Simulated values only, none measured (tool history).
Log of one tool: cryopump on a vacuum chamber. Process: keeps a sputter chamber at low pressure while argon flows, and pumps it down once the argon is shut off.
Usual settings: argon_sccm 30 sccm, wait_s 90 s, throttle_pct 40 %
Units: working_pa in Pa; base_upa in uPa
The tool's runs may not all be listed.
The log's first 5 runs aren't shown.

run	hour	argon_sccm	wait_s	throttle_pct	hours of work since the pump was warmed up and emptied	hours of work since the cold head was overhauled	hours of work since the chamber's fittings were tightened	working_pa	base_upa
6	174.9	30	90	40	245	245	131	0.1257	1.24
7	215.5	30	90	40	261	261	148	0.1264	1.25
8	259.6	13	90	40	279	279	165	0.0544	1.29
9	298.1	13	90	40	294	294	181	0.0543	1.40
10	340.6	13	90	40	312	312	198	0.0546	1.36
11	378.0	30	90	40	327	327	213	0.1276	1.38
12	425.3	30	74	40	346	346	232	0.1279	1.62
13	469.0	30	74	40	363	363	250	0.1286	1.62
14	513.7	30	74	40	381	381	268	0.1284	1.63
15	537.7	30	74	40	391	391	278	0.1286	1.66
16	576.2	30	76	40	407	407	293	0.1279	1.62
17	620.4	30	76	40	425	425	311	0.1283	1.70
18	642.1	30	90	40	433	433	320	0.1294	1.57
19	667.7	22	177	24	444	444	330	0.1543	1.19
20	689.9	27	251	27	453	453	339	0.1704	1.15
21	727.5	23	31	35	468	468	354	0.1117	3.06
22	756.8	47	168	35	480	480	366	0.2311	1.32
23	793.7	47	168	35	495	495	381	0.2286	1.29
24	845.4	47	168	35	515	515	402	0.2328	1.43
25	870.7	30	35	23	526	526	412	0.2216	2.96
26	903.0	30	267	32	539	539	425	0.1607	1.32
27	939.4	12	151	52	553	553	440	0.0400	1.52
28	985.1	21	90	26	572	572	458	0.1372	1.87
29	1036.8	26	141	16	593	593	479	0.2735	1.60

Forecast run 30:
30	1083.1	26	141	16	611	611	498	?	?

{"run 30": {"working_pa": 0.273, "base_upa": 1.62}}
Without the tool's hidden state the same run would have given working_pa 0.2676 Pa, base_upa 0.76 uPa.
